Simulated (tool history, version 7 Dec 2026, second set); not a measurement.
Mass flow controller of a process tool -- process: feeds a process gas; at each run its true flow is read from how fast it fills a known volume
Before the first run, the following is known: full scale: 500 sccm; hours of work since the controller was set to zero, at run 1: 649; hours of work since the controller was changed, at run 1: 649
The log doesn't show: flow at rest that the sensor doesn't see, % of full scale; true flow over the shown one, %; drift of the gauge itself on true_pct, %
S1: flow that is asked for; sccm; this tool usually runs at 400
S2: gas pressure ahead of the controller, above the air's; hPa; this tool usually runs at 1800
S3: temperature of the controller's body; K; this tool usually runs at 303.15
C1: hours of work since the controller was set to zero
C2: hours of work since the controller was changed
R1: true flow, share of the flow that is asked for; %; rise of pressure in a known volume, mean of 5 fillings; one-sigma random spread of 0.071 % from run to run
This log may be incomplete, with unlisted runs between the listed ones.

run	hour	S1	S2	S3	C1	C2	R1
1	0.0	400	1800	303.15	649	649	99.99
2	208.8	400	1800	303.15	726	726	99.92
3	552.1	400	1800	303.15	853	853	99.88
4	901.6	286	1800	303.15	981	981	99.54
5	1182.8	286	1800	294.15	1085	1085	99.29
6	1580.0	286	1800	294.15	1231	1231	99.22
7	1825.0	156	1800	303.15	1322	1322	99.21
8	2036.2	207	1800	303.15	1399	1399	99.26
9	2238.1	103	1800	303.15	1474	1474	98.99
10	2558.1	103	1800	303.15	1592	1592	98.97
11	2852.6	103	1800	303.15	1700	1700	98.97
12	3094.6	103	1800	303.15	1789	1789	98.89
13	3376.5	103	1800	303.15	1893	1893	98.84
14	3579.3	103	1800	303.15	1968	1968	98.85
15	3901.4	103	1800	303.15	2086	2086	98.76
16	4227.2	103	1800	303.15	2206	2206	98.79
17	4478.3	103	1800	303.15	2299	2299	98.64
18	4818.7	400	1800	303.15	2424	2424	99.10
19	5099.6	400	1800	303.15	2527	2527	99.03
20	5390.0	427	1800	303.15	2634	2634	99.07
21	5637.9	82	2760	309.15	2726	2726	99.32
22	5838.2	151	1410	298.15	2799	2799	98.07
23	6223.9	151	1410	298.15	2941	2941	98.16
24	6475.6	92	2800	311.15	3034	3034	99.13
25	6708.6	92	2800	311.15	3120	3120	99.25
26	7095.7	92	2800	311.15	3263	3263	99.15
27	7352.9	92	2800	311.15	3357	3357	99.18
28	7749.3	400	1900	303.15	3503	3503	98.64
29	8029.1	126	1590	299.15	3606	3606	97.95
30	8243.3	102	1970	299.15	3685	3685	98.14
31	8507.3	315	1400	299.15	3782	3782	97.91
32	8851.8	315	1400	299.15	3909	3909	97.84
33	9189.2	91	2430	299.15	4034	4034	98.11
34	9445.6	61	2380	296.15	4128	4128	97.94
35	9846.4	61	2380	296.15	4276	4276	97.83
36	10041.1	56	1850	294.15	4347	4347	97.35

Branching from run 36: 4 alternative next runs. What would each branch give?
A	10270.9	400	1920	303.15	4432	4432	?
B	10270.9	142	1870	307.15	4432	4432	?
C	10270.9	232	1770	295.15	4432	4432	?
D	10270.9	56	1850	302.15	4432	4432	?

run	R1
A	98.11
B	97.91
C	97.65
D	97.57
What these runs would have given with no unlogged condition in the tool:
run	R1
A	99.88
B	99.67
C	99.41
D	99.34

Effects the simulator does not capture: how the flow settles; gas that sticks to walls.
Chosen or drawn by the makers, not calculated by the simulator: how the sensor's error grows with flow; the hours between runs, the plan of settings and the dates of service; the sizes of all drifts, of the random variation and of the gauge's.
